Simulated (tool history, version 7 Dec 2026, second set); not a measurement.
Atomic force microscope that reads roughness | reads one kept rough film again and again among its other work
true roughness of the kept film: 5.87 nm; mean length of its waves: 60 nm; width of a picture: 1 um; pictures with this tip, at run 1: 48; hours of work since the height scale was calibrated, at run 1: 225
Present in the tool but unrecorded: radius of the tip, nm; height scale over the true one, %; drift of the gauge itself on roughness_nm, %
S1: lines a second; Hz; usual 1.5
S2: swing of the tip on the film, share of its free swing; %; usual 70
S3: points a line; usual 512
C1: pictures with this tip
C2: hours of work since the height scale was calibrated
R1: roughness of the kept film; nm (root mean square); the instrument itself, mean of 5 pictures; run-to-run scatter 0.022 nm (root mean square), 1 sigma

run	day	S1	S2	S3	C1	C2	R1
1	0	1.5	70	512	48	225	5.501
2	0.412	1.5	70	512	67	233	5.526
3	1	1.5	70	334	92	243	5.486
4	1.538	1.5	70	297	116	253	5.518
5	2.125	1.5	70	730	142	264	5.489
6	2.546	1.5	70	730	161	272	5.525
7	2.812	1.5	70	730	173	277	5.52
8	3.383	1.5	70	730	198	287	5.479
9	3.921	0.52	70	730	221	297	5.614
10	4.208	2.51	70	512	234	303	5.383
11	4.746	2.51	70	512	258	312	5.387
12	5.167	1.68	87	512	276	320	5.205
13	5.729	2.59	88	980	301	331	5.052
14	6.108	0.71	80	512	318	338	5.526
15	6.504	1.5	56	512	336	345	5.562
# day 6.767: new tip fitted
16	7.021	0.97	71	512	11	354	5.547
17	7.625	3.24	70	512	38	365	5.324
18	8.267	3.24	70	512	66	377	5.337
19	8.862	1.5	84	512	93	388	5.33

Some steps in R1, run to run, broken into two amounts with sign: the step expected even without the hidden condition (settings, incoming material, random variation), and the rest, left for the hidden condition together with whatever gauge scatter is not in both the measured and the hidden-condition-free result:
Run 13 -> 14: S1 2.59 -> 0.71, S2 88 -> 80, S3 980 -> 512. R1 +0.474 nm (root mean square): hidden state -0.003, all else +0.477.
Run 15 -> 16: S1 1.5 -> 0.97, S2 56 -> 71, new tip fitted. R1 -0.015 nm (root mean square): hidden state +0.022, all else -0.037.

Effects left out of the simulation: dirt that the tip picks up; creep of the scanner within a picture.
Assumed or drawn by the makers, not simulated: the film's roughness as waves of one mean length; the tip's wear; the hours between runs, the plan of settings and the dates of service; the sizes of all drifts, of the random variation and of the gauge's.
